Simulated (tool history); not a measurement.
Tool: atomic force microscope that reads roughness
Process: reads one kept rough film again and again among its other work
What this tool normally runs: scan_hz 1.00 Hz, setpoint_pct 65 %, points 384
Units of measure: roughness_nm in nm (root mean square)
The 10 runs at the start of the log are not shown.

run,hour,scan_hz,setpoint_pct,points,pictures with this tip,hours of work since the height scale was calibrated,roughness_nm
11,384.0,1.00,65,937,259,458,3.460
12,416.1,1.00,65,937,328,481,3.219
# hour 427.6: new tip fitted
13,449.4,1.00,65,937,47,504,4.493
14,472.0,1.00,65,937,96,521,4.153
15,515.2,1.00,65,937,189,552,3.669
16,563.8,1.00,65,384,294,587,3.229
17,586.3,1.00,65,384,343,603,3.085
# hour 590.2: new tip fitted
18,624.3,1.00,65,384,74,630,4.234
19,654.5,1.00,65,384,139,652,3.868
20,679.0,1.00,65,384,192,669,3.634
21,709.8,1.00,65,384,258,691,3.359
22,742.7,1.00,65,481,329,715,3.107
# hour 754.6: new tip fitted
23,771.0,1.00,65,384,35,735,4.514
24,812.1,1.00,65,384,124,765,3.991
25,848.6,1.00,65,384,203,791,3.536
26,883.4,1.00,65,559,278,816,3.296
27,909.2,0.93,58,663,334,835,3.137
# hour 917.1: new tip fitted
28,951.7,0.93,58,663,75,865,4.287

Run 29 has not been measured yet. What should we expect?
29,978.0,0.74,58,619,132,884,?

roughness_nm: 4.010 nm (root mean square)
Minus the tool's unlogged condition, the same run would have read roughness_nm 4.965 nm (root mean square).
